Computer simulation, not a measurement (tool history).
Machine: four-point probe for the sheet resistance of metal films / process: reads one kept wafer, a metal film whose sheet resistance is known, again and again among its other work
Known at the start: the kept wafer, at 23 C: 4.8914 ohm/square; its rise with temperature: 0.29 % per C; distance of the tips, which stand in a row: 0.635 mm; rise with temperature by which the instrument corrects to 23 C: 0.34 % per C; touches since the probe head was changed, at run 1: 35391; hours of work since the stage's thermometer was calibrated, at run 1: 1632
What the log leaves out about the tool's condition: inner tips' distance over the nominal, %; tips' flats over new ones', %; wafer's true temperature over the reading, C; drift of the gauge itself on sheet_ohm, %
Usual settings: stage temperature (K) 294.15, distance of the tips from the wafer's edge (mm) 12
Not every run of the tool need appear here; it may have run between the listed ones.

| run | hour | stage temperature (K) | distance of the tips from the wafer's edge (mm) | touches since the probe head was changed | hours of work since the stage's thermometer was calibrated | sheet resistance as the instrument gives it (ohm/square) |
|---|---|---|---|---|---|---|
| 1 | 0 | 294.15 | 12 | 35391 | 1632 | 4.899165 |
| 2 | 88.6 | 306.15 | 12 | 36563 | 1684 | 4.87048 |
| 3 | 172.2 | 306.15 | 12 | 37670 | 1733 | 4.870692 |
|  | 237.4 | stage's thermometer calibrated |
| 4 | 241.6 | 306.15 | 12 | 38582 | 2 | 4.876289 |
| 5 | 322.7 | 306.15 | 7 | 39655 | 50 | 4.891859 |
| 6 | 363.1 | 306.15 | 7 | 40190 | 74 | 4.893335 |
| 7 | 437.9 | 294.15 | 12 | 41181 | 118 | 4.907608 |
| 8 | 516.9 | 296.15 | 19 | 42226 | 164 | 4.8962 |
| 9 | 575.2 | 295.15 | 27 | 42998 | 198 | 4.897024 |
| 10 | 622.1 | 299.15 | 68 | 43619 | 226 | 4.886613 |
| 11 | 668.1 | 299.15 | 68 | 44227 | 253 | 4.886123 |
| 12 | 710.3 | 299.15 | 68 | 44786 | 278 | 4.888933 |
| 13 | 765 | 299.15 | 68 | 45510 | 310 | 4.887346 |
| 14 | 843.3 | 303.15 | 5 | 46547 | 356 | 4.921269 |

Consider 4 possible next runs. They are alternatives, not a sequence: every one starts from the tool as it was left by run 14. What does each give?
| A | 892.3 | 300.15 | 30 | 47195 | 385 | ? |
| B | 892.3 | 292.15 | 5 | 47195 | 385 | ? |
| C | 892.3 | 295.15 | 4 | 47195 | 385 | ? |
| D | 892.3 | 307.15 | 19 | 47195 | 385 | ? |

| run | sheet resistance as the instrument gives it (ohm/square) |
|---|---|
| A | 4.886255 |
| B | 4.947489 |
| C | 4.960596 |
| D | 4.87067 |
Had the tool no hidden state, the same runs would have come out as:
| run | sheet resistance as the instrument gives it (ohm/square) |
|---|---|
| A | 4.882885 |
| B | 4.944142 |
| C | 4.957219 |
| D | 4.867261 |
